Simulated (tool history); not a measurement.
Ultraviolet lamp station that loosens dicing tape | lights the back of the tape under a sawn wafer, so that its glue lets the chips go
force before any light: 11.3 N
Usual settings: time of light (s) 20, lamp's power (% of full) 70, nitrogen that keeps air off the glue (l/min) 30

run	hour	time of light (s)	lamp's power (% of full)	nitrogen that keeps air off the glue (l/min)	force that peels the tape off (N)	light that reached the tape (mJ/cm2)
1	0	20	70	30	0.825	312
2	7.3	20	70	30	0.809	314
3	19.1	20	70	30	0.814	318
4	26.7	20	70	30	0.81	316
5	39.6	20	70	30	0.821	316
6	53.4	20	70	30	0.814	311
7	64.4	20	89	30	0.438	399
8	76.6	20	89	30	0.44	397
9	89.2	20	89	30	0.445	400
10	99.1	20	89	30	0.442	403
11	110.2	20	67	30	0.916	299
12	122.3	20	67	30	0.934	300
13	134.3	20	67	30	0.941	298
14	147.2	20	67	30	0.92	302
15	161.1	20	67	30	0.883	303
16	168.7	20	67	30	0.917	305
17	177.1	20	67	30	0.912	297
18	187.2	32	67	30	0.246	474
19	200.9	32	67	30	0.244	478
20	212.7	20	70	30	0.836	312
21	224.2	20	70	13	1.658	316
22	236.2	20	70	30	0.819	317
23	245.7	20	70	30	0.833	316
24	255.7	12	70	16	3.392	187
25	270.6	12	70	16	3.27	192
26	277.9	20	70	26	0.949	313
27	292.8	35	70	30	0.176	550
28	308.1	35	70	30	0.164	554
29	320.6	17	96	11	1.369	367
30	327.2	38	65	17	0.324	558
31	341.8	33	62	30	0.297	456
32	355.3	35	74	14	0.348	576
33	370.2	30	87	23	0.195	583
34	385.8	30	87	23	0.199	583
35	396.6	12	65	14	3.897	173
36	406.2	12	65	14	3.871	177
37	418	14	70	26	1.936	220
38	428	20	70	21	1.165	311
39	443.6	20	70	21	1.08	315
40	456	26	66	47	0.307	386
41	465.3	19	62	29	1.28	266
42	473.8	19	62	29	1.26	265
43	483.6	14	70	58	1.12	219

Taken out of this log: 1 entry between the listed runs. Where each belongs, and how the hidden state differs across it:
Between runs 24 and 25: window cleaned of glue's vapour (hour 261.6)
  no hidden state differs between the two runs
